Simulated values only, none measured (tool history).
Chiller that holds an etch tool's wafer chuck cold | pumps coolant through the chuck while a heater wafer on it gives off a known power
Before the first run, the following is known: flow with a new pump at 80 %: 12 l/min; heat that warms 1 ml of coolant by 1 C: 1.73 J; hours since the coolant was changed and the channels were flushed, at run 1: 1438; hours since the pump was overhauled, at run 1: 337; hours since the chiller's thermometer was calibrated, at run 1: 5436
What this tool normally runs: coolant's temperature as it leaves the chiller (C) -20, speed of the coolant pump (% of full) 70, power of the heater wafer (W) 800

run    hour  coolant's temperature as it leaves the chiller (C)  speed of the coolant pump (% of full)  power of the heater wafer (W)  hours since the coolant was changed and the channels were flushed  hours since the pump was overhauled  hours since the chiller's thermometer was calibrated  chuck's temperature once it has settled (C)  how much warmer the coolant comes back (C)
  1       0                                                 -20                                     70                            800                                                               1438                                  337                                                  5436                                       -12.42                                        2.68
  2    45.4                                                 -20                                     70                            800                                                               1483                                  383                                                  5481                                       -12.41                                        2.72
  3    89.4                                                 -20                                     70                            800                                                               1527                                  427                                                  5525                                       -12.35                                        2.66
  4     124                                                 -20                                     70                            800                                                               1562                                  461                                                  5560                                       -12.42                                         2.7
  5   163.4                                                 -20                                     70                            800                                                               1601                                  501                                                  5599                                       -12.37                                        2.69
  6   212.9                                                 -20                                     70                           1069                                                               1650                                  550                                                  5648                                        -9.87                                         3.6
  7   263.7                                                 -20                                     70                           1069                                                               1701                                  601                                                  5699                                        -9.88                                        3.69
  8   312.5                                                 -20                                     70                           1069                                                               1750                                  650                                                  5748                                        -9.81                                        3.67
  9   346.9                                                 -20                                     70                           1069                                                               1784                                  684                                                  5782                                        -9.82                                        3.66
      363.9  -- chiller's thermometer calibrated
 10   380.3                                                 -20                                     70                           1069                                                               1817                                  717                                                    16                                        -9.91                                        3.64
 11   426.5                                                 -20                                     70                           1069                                                               1863                                  763                                                    63                                         -9.7                                        3.66
 12   465.9                                                 -20                                     70                           1069                                                               1902                                  802                                                   102                                        -9.76                                        3.69
 13   515.3                                                 -20                                     70                           1069                                                               1952                                  852                                                   151                                        -9.71                                        3.68
 14   550.6                                                 -20                                     70                           1069                                                               1987                                  887                                                   187                                        -9.53                                        3.72
 15     591                                                 -20                                     70                            754                                                               2028                                  927                                                   227                                       -12.73                                        2.64
 16   615.1                                                 -20                                     70                            754                                                               2052                                  951                                                   251                                       -12.73                                        2.65
 17   639.3                                                 -24                                     70                            754                                                               2076                                  976                                                   275                                        -16.8                                        2.67
 18   665.8                                                 -24                                     70                            754                                                               2102                                 1002                                                   302                                       -16.71                                        2.68
 19   717.1                                                 -20                                     99                            460                                                               2154                                 1053                                                   353                                        -16.8                                         1.2
 20   747.4                                                 -22                                     99                            992                                                               2184                                 1084                                                   383                                       -15.27                                        2.45
 21   774.7                                                 -19                                     62                           1000                                                               2211                                 1111                                                   411                                        -8.32                                        3.98
 22   809.9                                                 -19                                     62                           1000                                                               2246                                 1146                                                   446                                         -8.3                                        3.97
 23   855.7                                                 -19                                     86                           1196                                                               2292                                 1192                                                   492                                        -9.65                                        3.35
 24     889                                                 -26                                     66                            896                                                               2326                                 1225                                                   525                                       -16.99                                         3.4
 25     939                                                 -23                                     70                            800                                                               2376                                 1275                                                   575                                       -15.38                                        2.92
 26   989.6                                                 -13                                     75                            792                                                               2426                                 1326                                                   626                                        -5.77                                        2.65
 27  1011.9                                                 -17                                     62                            474                                                               2448                                 1348                                                   648                                       -11.85                                        2.08
 28  1042.6                                                 -17                                     62                            474                                                               2479                                 1379                                                   679                                       -11.95                                        2.04
     1084.4  -- gauge calibrated
 29  1091.7                                                 -17                                     62                            474                                                               2528                                 1428                                                   728                                       -11.87                                        1.81
 30  1140.7                                                 -20                                     65                            874                                                               2577                                 1477                                                   777                                       -11.07                                        3.18
 31  1186.2                                                 -29                                     81                           1102                                                               2623                                 1522                                                   822                                       -19.73                                        3.19
 32  1214.1                                                 -29                                     81                           1102                                                               2651                                 1550                                                   850                                       -19.77                                         3.2

For each entry between runs, how does the tool's hidden state at the last listed run before it compare with that at the first listed run after it?
After run 9, before run 10: chiller's thermometer calibrated (hour 363.9)
  coolant's true temperature over the reading, C: -0.02 -> 0; drift of the gauge itself on warmer_back_c, C: 0.08 -> 0.09
  measured result minus the result with no hidden state, how much warmer the coolant comes back (C): +0.08 -> +0.08
After run 28, before run 29: gauge calibrated (hour 1084.4)
  drift of the gauge itself on warmer_back_c, C: 0.23 -> 0
  measured result minus the result with no hidden state, how much warmer the coolant comes back (C): +0.23 -> +0.01
